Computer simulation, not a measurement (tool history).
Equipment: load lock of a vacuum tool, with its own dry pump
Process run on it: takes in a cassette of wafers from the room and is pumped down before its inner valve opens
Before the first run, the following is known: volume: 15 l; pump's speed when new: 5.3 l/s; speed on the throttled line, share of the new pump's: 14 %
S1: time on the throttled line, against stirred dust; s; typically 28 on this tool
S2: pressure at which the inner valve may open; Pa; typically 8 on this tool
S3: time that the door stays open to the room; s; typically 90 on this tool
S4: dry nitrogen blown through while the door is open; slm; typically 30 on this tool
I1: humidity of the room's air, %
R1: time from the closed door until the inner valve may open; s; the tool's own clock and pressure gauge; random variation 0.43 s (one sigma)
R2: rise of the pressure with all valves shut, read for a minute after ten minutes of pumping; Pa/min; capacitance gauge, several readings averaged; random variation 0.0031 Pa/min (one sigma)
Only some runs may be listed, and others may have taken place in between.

| run | hour | S1 | S2 | S3 | S4 | I1 | R1 | R2 |
|---|---|---|---|---|---|---|---|---|
| 1 | 0.0 | 28 | 8 | 90 | 30 | 47.8 | 52.9 | 0.115 |
| 2 | 195.7 | 28 | 8 | 90 | 30 | 44.7 | 53.2 | 0.108 |
| 3 | 458.3 | 28 | 8 | 90 | 30 | 48.7 | 52.7 | 0.119 |
| 4 | 845.4 | 28 | 8 | 90 | 30 | 45.4 | 53.4 | 0.114 |
| 5 | 1270.1 | 28 | 8 | 90 | 30 | 47.9 | 53.9 | 0.122 |
| 6 | 1519.8 | 28 | 8 | 90 | 30 | 45.9 | 52.8 | 0.124 |
| 7 | 1798.3 | 28 | 8 | 90 | 30 | 49.0 | 53.2 | 0.127 |
| 8 | 2021.5 | 28 | 8 | 90 | 30 | 41.2 | 54.3 | 0.117 |
| 9 | 2219.5 | 28 | 8 | 90 | 30 | 45.9 | 53.0 | 0.131 |
| 10 | 2470.0 | 28 | 8 | 90 | 30 | 45.7 | 53.6 | 0.133 |
| 11 | 2757.5 | 28 | 8 | 90 | 30 | 46.9 | 54.9 | 0.139 |
| 12 | 2953.2 | 28 | 8 | 90 | 30 | 42.2 | 54.1 | 0.128 |
| 13 | 3423.4 | 28 | 8 | 70 | 30 | 43.0 | 54.9 | 0.126 |
| 14 | 3720.0 | 15 | 8 | 90 | 30 | 43.5 | 43.8 | 0.140 |
| 15 | 3941.6 | 15 | 8 | 90 | 30 | 43.9 | 43.3 | 0.141 |
| 16 | 4380.3 | 28 | 8 | 90 | 30 | 43.4 | 54.2 | 0.153 |
| 17 | 4658.8 | 35 | 8 | 90 | 30 | 47.0 | 60.3 | 0.159 |
| 18 | 4965.7 | 35 | 8 | 90 | 30 | 46.5 | 61.0 | 0.159 |
| 19 | 5309.1 | 45 | 7 | 107 | 7 | 46.4 | 70.4 | 0.206 |
| 20 | 5554.9 | 28 | 6 | 142 | 9 | 46.2 | 56.2 | 0.221 |
| 21 | 5848.8 | 25 | 8 | 152 | 29 | 43.3 | 53.2 | 0.185 |
| 22 | 6084.5 | 25 | 8 | 152 | 29 | 45.8 | 52.3 | 0.202 |
| 23 | 6379.7 | 47 | 8 | 90 | 7 | 42.5 | 71.3 | 0.203 |
| 24 | 6627.5 | 14 | 8 | 90 | 30 | 43.3 | 43.7 | 0.176 |
| 25 | 6900.3 | 21 | 8 | 55 | 40 | 47.1 | 50.3 | 0.162 |
| 26 | 7120.1 | 28 | 7 | 166 | 8 | 46.5 | 56.3 | 0.263 |
| 27 | 7337.6 | 28 | 8 | 36 | 30 | 41.8 | 56.0 | 0.162 |
| 28 | 7612.0 | 28 | 9 | 36 | 30 | 46.7 | 55.2 | 0.165 |
| 29 | 7958.1 | 28 | 9 | 36 | 30 | 44.4 | 56.2 | 0.165 |
| 30 | 8336.1 | 32 | 15 | 97 | 15 | 43.5 | 57.2 | 0.215 |
| 31 | 8669.6 | 28 | 9 | 90 | 16 | 45.2 | 56.0 | 0.218 |

What will run 32 give?
| 32 | 8906.5 | 15 | 9 | 90 | 16 | 46.0 | ? | ? |

R1: 45.3 s
R2: 0.223 Pa/min
If the tool had no hidden condition, the same run with the same run-to-run variation would have returned R1 39.7 s, R2 0.079 Pa/min.
